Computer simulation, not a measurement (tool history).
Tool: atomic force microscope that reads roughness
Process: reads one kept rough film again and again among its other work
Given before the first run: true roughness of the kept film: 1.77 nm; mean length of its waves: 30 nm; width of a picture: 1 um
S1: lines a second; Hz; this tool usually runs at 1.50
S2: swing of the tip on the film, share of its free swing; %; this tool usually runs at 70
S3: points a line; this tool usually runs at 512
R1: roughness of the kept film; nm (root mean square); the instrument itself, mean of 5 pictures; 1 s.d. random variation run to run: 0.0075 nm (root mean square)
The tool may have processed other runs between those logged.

run 1 hour=0.0 | S1=1.50 S2=70 S3=512 | R1=1.576
run 2 hour=13.1 | S1=1.50 S2=70 S3=512 | R1=1.573
run 3 hour=27.4 | S1=1.50 S2=70 S3=512 | R1=1.581
run 4 hour=35.9 | S1=1.62 S2=70 S3=512 | R1=1.576
run 5 hour=47.3 | S1=2.27 S2=70 S3=512 | R1=1.554
-- hour=48.8 new tip fitted
run 6 hour=63.0 | S1=1.50 S2=65 S3=512 | R1=1.607
run 7 hour=69.4 | S1=1.50 S2=65 S3=512 | R1=1.584
run 8 hour=76.6 | S1=1.50 S2=65 S3=512 | R1=1.598
run 9 hour=86.7 | S1=1.50 S2=89 S3=512 | R1=1.495
run 10 hour=100.2 | S1=1.50 S2=70 S3=512 | R1=1.583
-- hour=110.1 new tip fitted
run 11 hour=112.3 | S1=1.50 S2=67 S3=512 | R1=1.591
run 12 hour=124.0 | S1=1.50 S2=67 S3=512 | R1=1.591
run 13 hour=136.9 | S1=1.50 S2=70 S3=512 | R1=1.578
run 14 hour=148.3 | S1=1.50 S2=70 S3=535 | R1=1.585
run 15 hour=163.5 | S1=0.83 S2=70 S3=535 | R1=1.600
-- hour=170.8 new tip fitted
run 16 hour=175.6 | S1=1.50 S2=70 S3=512 | R1=1.577
run 17 hour=182.7 | S1=1.50 S2=70 S3=512 | R1=1.578
run 18 hour=191.4 | S1=1.50 S2=81 S3=512 | R1=1.537
run 19 hour=200.0 | S1=3.46 S2=81 S3=423 | R1=1.429
run 20 hour=207.7 | S1=0.70 S2=75 S3=846 | R1=1.600
run 21 hour=216.9 | S1=1.90 S2=76 S3=327 | R1=1.530
run 22 hour=229.4 | S1=2.82 S2=76 S3=637 | R1=1.511
-- hour=232.4 new tip fitted
run 23 hour=241.6 | S1=1.26 S2=79 S3=637 | R1=1.562
run 24 hour=252.3 | S1=1.79 S2=73 S3=629 | R1=1.551
run 25 hour=263.7 | S1=1.79 S2=73 S3=629 | R1=1.554
run 26 hour=272.0 | S1=1.79 S2=87 S3=932 | R1=1.502
run 27 hour=286.5 | S1=1.79 S2=87 S3=932 | R1=1.484
-- hour=292.9 new tip fitted
run 28 hour=299.9 | S1=1.50 S2=78 S3=512 | R1=1.561
run 29 hour=307.8 | S1=1.50 S2=78 S3=512 | R1=1.547
run 30 hour=322.6 | S1=1.50 S2=78 S3=512 | R1=1.545
run 31 hour=334.2 | S1=0.61 S2=87 S3=280 | R1=1.578
run 32 hour=349.1 | S1=3.85 S2=70 S3=375 | R1=1.494
-- hour=353.1 new tip fitted
run 33 hour=359.7 | S1=3.49 S2=66 S3=375 | R1=1.517
run 34 hour=375.2 | S1=1.50 S2=77 S3=463 | R1=1.550
run 35 hour=383.0 | S1=0.71 S2=90 S3=512 | R1=1.566

Predict each of these 4 candidate next runs independently; none follows another, all start after run 35:
run A hour=394.6 | S1=1.50 S2=87 S3=508 | R1=?
run B hour=394.6 | S1=2.10 S2=70 S3=673 | R1=?
run C hour=394.6 | S1=3.96 S2=66 S3=512 | R1=?
run D hour=394.6 | S1=0.73 S2=57 S3=960 | R1=?

run=A R1=1.508
run=B R1=1.553
run=C R1=1.529
run=D R1=1.631
The same runs, with their run-to-run variation unchanged, on a tool lacking any hidden condition would have given:
run=A R1=1.511
run=B R1=1.556
run=C R1=1.532
run=D R1=1.635
